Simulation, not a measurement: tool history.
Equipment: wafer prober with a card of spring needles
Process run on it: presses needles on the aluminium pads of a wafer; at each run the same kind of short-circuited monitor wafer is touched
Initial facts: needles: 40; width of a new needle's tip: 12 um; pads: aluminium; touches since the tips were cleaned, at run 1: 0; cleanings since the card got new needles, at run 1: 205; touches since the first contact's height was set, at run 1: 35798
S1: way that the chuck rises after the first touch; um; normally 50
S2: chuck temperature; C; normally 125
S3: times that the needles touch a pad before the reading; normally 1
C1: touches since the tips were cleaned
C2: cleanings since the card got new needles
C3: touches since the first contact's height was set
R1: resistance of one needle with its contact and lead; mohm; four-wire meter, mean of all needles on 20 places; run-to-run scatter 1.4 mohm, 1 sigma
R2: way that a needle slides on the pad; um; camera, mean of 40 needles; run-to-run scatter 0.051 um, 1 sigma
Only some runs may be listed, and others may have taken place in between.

Run 1, day 0.000: usual settings; C1 0; C2 205; C3 35798. Result: R1 125 mohm, R2 12.97 um.
At day 0.404: tips cleaned on abrasive film.
At day 0.808: tips cleaned on abrasive film.
At day 1.150: tips cleaned on abrasive film.
Run 2, day 1.150: usual settings; C1 0; C2 208; C3 50322. Result: R1 129 mohm, R2 12.94 um.
At day 1.554: tips cleaned on abrasive film.
At day 1.958: tips cleaned on abrasive film.
At day 2.283: tips cleaned on abrasive film.
At day 2.646: tips cleaned on abrasive film.
Run 3, day 2.646: usual settings; C1 0; C2 212; C3 69274. Result: R1 132 mohm, R2 12.93 um.
At day 3.050: tips cleaned on abrasive film.
At day 3.062: height of the first contact set anew.
At day 3.467: tips cleaned on abrasive film.
At day 3.871: tips cleaned on abrasive film.
At day 4.279: tips cleaned on abrasive film.
At day 4.683: tips cleaned on abrasive film.
Run 4, day 4.825: usual settings; C1 1844; C2 217; C3 22326. Result: R1 132 mohm, R2 12.99 um.
At day 5.071: tips cleaned on abrasive film.
At day 5.475: tips cleaned on abrasive film.
At day 5.879: tips cleaned on abrasive film.
At day 6.283: tips cleaned on abrasive film.
At day 6.608: tips cleaned on abrasive film.
Run 5, day 6.700: usual settings; C1 1168; C2 222; C3 46024. Result: R1 130 mohm, R2 13.01 um.
At day 6.946: tips cleaned on abrasive film.
At day 7.350: tips cleaned on abrasive film.
At day 7.754: tips cleaned on abrasive film.
At day 8.158: tips cleaned on abrasive film.
Run 6, day 8.396: usual settings but S2 26 C; C1 3066; C2 226; C3 67522. Result: R1 111 mohm, R2 12.94 um.
At day 8.562: tips cleaned on abrasive film.
At day 8.967: tips cleaned on abrasive film.
At day 8.979: height of the first contact set anew.
At day 9.367: tips cleaned on abrasive film.
Run 7, day 9.367: usual settings; C1 0; C2 229; C3 4922. Result: R1 126 mohm, R2 12.94 um.
At day 9.771: tips cleaned on abrasive film.
At day 10.096: tips cleaned on abrasive film.
Run 8, day 10.279: usual settings; C1 2308; C2 231; C3 16446. Result: R1 129 mohm, R2 12.96 um.
At day 10.442: tips cleaned on abrasive film.
At day 10.767: tips cleaned on abrasive film.
At day 11.092: tips cleaned on abrasive film.
Run 9, day 11.346: usual settings; C1 3267; C2 234; C3 29953. Result: R1 129 mohm, R2 12.94 um.
At day 11.429: tips cleaned on abrasive film.
At day 11.833: tips cleaned on abrasive film.
At day 12.158: tips cleaned on abrasive film.
Run 10, day 12.242: usual settings but S1 31 um; C1 1021; C2 237; C3 41220. Result: R1 141 mohm, R2 8.05 um.
At day 12.562: tips cleaned on abrasive film.
At day 12.888: tips cleaned on abrasive film.
At day 13.292: tips cleaned on abrasive film.
At day 13.617: tips cleaned on abrasive film.
At day 14.021: tips cleaned on abrasive film.
Run 11, day 14.283: usual settings but S3 2; C1 3328; C2 242; C3 67078. Result: R1 128 mohm, R2 13.02 um.
At day 14.367: tips cleaned on abrasive film.
At day 14.692: tips cleaned on abrasive film.
At day 14.862: height of the first contact set anew.
At day 15.108: tips cleaned on abrasive film.
At day 15.433: tips cleaned on abrasive film.
At day 15.838: tips cleaned on abrasive film.
At day 16.188: tips cleaned on abrasive film.
Run 12, day 16.188: usual settings but S3 2; C1 0; C2 248; C3 16715. Result: R1 129 mohm, R2 13.12 um.
At day 16.592: tips cleaned on abrasive film.
At day 16.996: tips cleaned on abrasive film.
At day 17.392: tips cleaned on abrasive film.
Run 13, day 17.392: usual settings but S3 2; C1 0; C2 251; C3 31941. Result: R1 128 mohm, R2 13.02 um.
At day 17.717: tips cleaned on abrasive film.
At day 18.121: tips cleaned on abrasive film.
At day 18.446: tips cleaned on abrasive film.
At day 18.850: tips cleaned on abrasive film.
At day 19.254: tips cleaned on abrasive film.
Run 14, day 19.417: usual settings but S3 2; C1 2091; C2 256; C3 57586. Result: R1 128 mohm, R2 13.05 um.
At day 19.579: tips cleaned on abrasive film.
At day 19.983: tips cleaned on abrasive film.
At day 20.388: tips cleaned on abrasive film.
At day 20.721: height of the first contact set anew.
At day 20.808: tips cleaned on abrasive film.
Run 15, day 20.900: usual settings but S1 49 um, S2 79 C, S3 2; C1 1190; C2 260; C3 2214. Result: R1 123 mohm, R2 12.79 um.
At day 21.146: tips cleaned on abrasive film.
At day 21.550: tips cleaned on abrasive film.
Run 16, day 21.788: usual settings but S1 49 um, S2 79 C, S3 2; C1 3067; C2 262; C3 13471. Result: R1 123 mohm, R2 12.80 um.
At day 21.954: tips cleaned on abrasive film.
At day 22.275: tips cleaned on abrasive film.
At day 22.683: tips cleaned on abrasive film.
At day 23.088: tips cleaned on abrasive film.
Run 17, day 23.375: usual settings but S1 49 um, S2 79 C, S3 2; C1 3707; C2 266; C3 33565. Result: R1 121 mohm, R2 12.75 um.
At day 23.458: tips cleaned on abrasive film.
At day 23.867: tips cleaned on abrasive film.
At day 24.271: tips cleaned on abrasive film.
At day 24.596: tips cleaned on abrasive film.
At day 24.917: tips cleaned on abrasive film.
Run 18, day 25.175: usual settings but S1 51 um, S2 79 C, S3 3; C1 3275; C2 271; C3 56298. Result: R1 123 mohm, R2 13.33 um.
At day 25.258: tips cleaned on abrasive film.
At day 25.583: tips cleaned on abrasive film.
At day 25.988: tips cleaned on abrasive film.
At day 26.392: tips cleaned on abrasive film.
At day 26.567: height of the first contact set anew.
At day 26.729: tips cleaned on abrasive film.
Run 19, day 27.021: usual settings but S1 69 um, S2 62 C, S3 2; C1 3715; C2 276; C3 5763. Result: R1 116 mohm, R2 17.94 um.
At day 27.104: tips cleaned on abrasive film.
At day 27.508: tips cleaned on abrasive film.
At day 27.833: tips cleaned on abrasive film.
At day 28.238: tips cleaned on abrasive film.
Run 20, day 28.338: usual settings but S1 32 um, S2 55 C; C1 1266; C2 280; C3 22391. Result: R1 132 mohm, R2 8.33 um.
At day 28.579: tips cleaned on abrasive film.
At day 28.983: tips cleaned on abrasive film.
At day 29.392: tips cleaned on abrasive film.
At day 29.796: tips cleaned on abrasive film.
At day 30.183: tips cleaned on abrasive film.
Run 21, day 30.183: usual settings but S1 53 um, S2 58 C, S3 2; C1 0; C2 285; C3 45723. Result: R1 120 mohm, R2 13.79 um.
At day 30.588: tips cleaned on abrasive film.
At day 30.992: tips cleaned on abrasive film.
At day 31.396: tips cleaned on abrasive film.
At day 31.800: tips cleaned on abrasive film.
At day 32.125: tips cleaned on abrasive film.
Run 22, day 32.300: usual settings but S1 38 um, S2 58 C, S3 2; C1 2227; C2 290; C3 72529. Result: R1 122 mohm, R2 9.91 um.
At day 32.462: tips cleaned on abrasive film.
At day 32.475: height of the first contact set anew.
At day 32.879: tips cleaned on abrasive film.
At day 33.283: tips cleaned on abrasive film.
Run 23, day 33.292: usual settings but S1 39 um, S2 55 C, S3 3; C1 116; C2 293; C3 10357. Result: R1 124 mohm, R2 10.22 um.
At day 33.617: tips cleaned on abrasive film.
At day 34.021: tips cleaned on abrasive film.
At day 34.429: tips cleaned on abrasive film.
At day 34.750: tips cleaned on abrasive film.
At day 35.125: tips cleaned on abrasive film.
Run 24, day 35.125: usual settings but S2 38 C; C1 0; C2 298; C3 33494. Result: R1 115 mohm, R2 13.01 um.
At day 35.446: tips cleaned on abrasive film.
At day 35.854: tips cleaned on abrasive film.
At day 36.258: tips cleaned on abrasive film.
At day 36.662: tips cleaned on abrasive film.
Run 25, day 36.775: usual settings but S1 59 um, S2 87 C; C1 1427; C2 302; C3 54379. Result: R1 121 mohm, R2 15.48 um.

What if the next run were any one of these 4? Each begins from the tool's condition after run 25:
At day 37.017: tips cleaned on abrasive film.
At day 37.342: tips cleaned on abrasive film.
At day 37.746: tips cleaned on abrasive film.
At day 38.150: tips cleaned on abrasive film.
At day 38.325: height of the first contact set anew.
At day 38.488: tips cleaned on abrasive film.
At day 38.817: tips cleaned on abrasive film.
Run A, day 38.817: usual settings but S3 2; C1 0; C2 308; C3 6221. Result: R1 ?, R2 ?.
At day 37.017: tips cleaned on abrasive film.
At day 37.342: tips cleaned on abrasive film.
At day 37.746: tips cleaned on abrasive film.
At day 38.150: tips cleaned on abrasive film.
At day 38.325: height of the first contact set anew.
At day 38.488: tips cleaned on abrasive film.
At day 38.817: tips cleaned on abrasive film.
Run B, day 38.817: usual settings but S1 67 um, S2 79 C; C1 0; C2 308; C3 6221. Result: R1 ?, R2 ?.
At day 37.017: tips cleaned on abrasive film.
At day 37.342: tips cleaned on abrasive film.
At day 37.746: tips cleaned on abrasive film.
At day 38.150: tips cleaned on abrasive film.
At day 38.325: height of the first contact set anew.
At day 38.488: tips cleaned on abrasive film.
At day 38.817: tips cleaned on abrasive film.
Run C, day 38.817: usual settings but S1 39 um, S2 87 C; C1 0; C2 308; C3 6221. Result: R1 ?, R2 ?.
At day 37.017: tips cleaned on abrasive film.
At day 37.342: tips cleaned on abrasive film.
At day 37.746: tips cleaned on abrasive film.
At day 38.150: tips cleaned on abrasive film.
At day 38.325: height of the first contact set anew.
At day 38.488: tips cleaned on abrasive film.
At day 38.817: tips cleaned on abrasive film.
Run D, day 38.817: usual settings but S1 36 um, S2 33 C; C1 0; C2 308; C3 6221. Result: R1 ?, R2 ?.

run   R1     R2
  A  130  13.10
  B  120  17.62
  C  126  10.23
  D  123   9.52
With the hidden condition removed and each run's random variation left untouched, the same runs would have given:
run   R1     R2
  A  130  12.91
  B  120  17.37
  C  126  10.08
  D  123   9.39

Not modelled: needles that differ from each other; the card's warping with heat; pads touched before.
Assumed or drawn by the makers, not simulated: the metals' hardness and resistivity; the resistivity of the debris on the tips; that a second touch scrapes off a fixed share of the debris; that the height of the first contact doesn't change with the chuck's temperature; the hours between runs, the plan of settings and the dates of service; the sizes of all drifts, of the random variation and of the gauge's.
